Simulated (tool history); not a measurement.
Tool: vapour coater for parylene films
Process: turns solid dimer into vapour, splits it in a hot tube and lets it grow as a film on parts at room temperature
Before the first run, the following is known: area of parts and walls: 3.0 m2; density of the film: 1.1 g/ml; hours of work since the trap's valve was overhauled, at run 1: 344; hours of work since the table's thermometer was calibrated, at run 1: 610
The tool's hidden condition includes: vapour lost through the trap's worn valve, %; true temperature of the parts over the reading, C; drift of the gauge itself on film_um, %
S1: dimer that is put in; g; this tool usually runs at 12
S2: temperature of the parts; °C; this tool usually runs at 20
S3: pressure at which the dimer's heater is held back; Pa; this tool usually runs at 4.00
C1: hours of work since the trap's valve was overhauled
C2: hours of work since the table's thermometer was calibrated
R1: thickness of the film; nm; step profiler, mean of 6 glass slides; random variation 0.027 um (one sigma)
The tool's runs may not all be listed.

run	day	S1	S2	S3	C1	C2	R1
1	0.000	12	20	4.00	344	610	1960
2	1.196	19	20	4.00	357	623	3070
3	2.621	12	20	9.25	373	639	1590
4	3.862	12	20	4.00	386	652	1920
# day 4.150: trap's valve overhauled
5	5.250	12	20	4.00	12	666	2140
6	6.071	12	20	4.00	21	675	2140
7	7.471	12	12	4.00	36	690	2480
8	8.904	12	20	4.00	52	706	2100
9	10.167	12	20	4.00	66	720	2110
10	11.188	12	20	4.00	77	731	2090
11	12.412	12	20	4.00	91	744	2130
12	13.488	11	20	4.00	103	756	1930
13	14.358	12	29	4.00	112	766	1680
14	15.217	12	20	4.00	122	775	2040
15	16.400	12	20	4.00	135	788	2060
16	17.367	12	20	4.00	145	799	2070
17	18.233	12	20	4.00	155	808	2060
18	19.117	12	20	2.49	164	818	2240
19	20.042	12	20	4.00	175	828	2020
20	20.979	12	20	4.00	185	839	2050
21	21.883	16	20	4.00	195	849	2680
22	22.933	8	14	4.00	206	860	1490
23	24.254	10	20	2.90	221	875	1770
24	25.425	10	20	3.88	234	887	1680
25	26.146	11	16	3.73	242	895	2020
26	27.458	11	16	3.73	256	910	1970
27	28.858	11	16	3.73	271	925	1970
28	29.808	12	25	11.06	282	936	1430
29	30.850	12	15	6.86	293	947	1880
30	32.108	12	15	6.86	307	961	1910
31	32.808	9	23	8.64	315	969	1170
32	33.938	9	23	8.64	327	981	1150
33	35.117	11	32	9.81	340	994	1150
34	36.500	15	17	9.81	355	1009	2110
35	37.442	15	17	9.81	366	1019	2070
36	38.242	12	13	3.83	374	1028	2240
# day 39.550: trap's valve overhauled
37	39.621	6	15	10.30	1	1041	960
38	40.950	6	30	10.30	15	1056	710
39	42.238	10	14	8.27	29	1070	1720
40	42.954	17	20	3.07	37	1078	3190
41	44.388	17	20	3.07	53	1094	3200
42	44.971	17	20	3.07	60	1100	3140

Below are 3 alternative next runs, each starting from the tool's condition after run 42. Predict each:
A	45.704	9	28	6.45	68	1108	?
B	45.704	7	20	7.06	68	1108	?
C	45.704	12	20	2.62	68	1108	?

run	R1
A	1180
B	1090
C	2310
The same runs, with their run-to-run variation unchanged, on a tool lacking any hidden condition would have given:
run	R1
A	1240
B	1140
C	2420
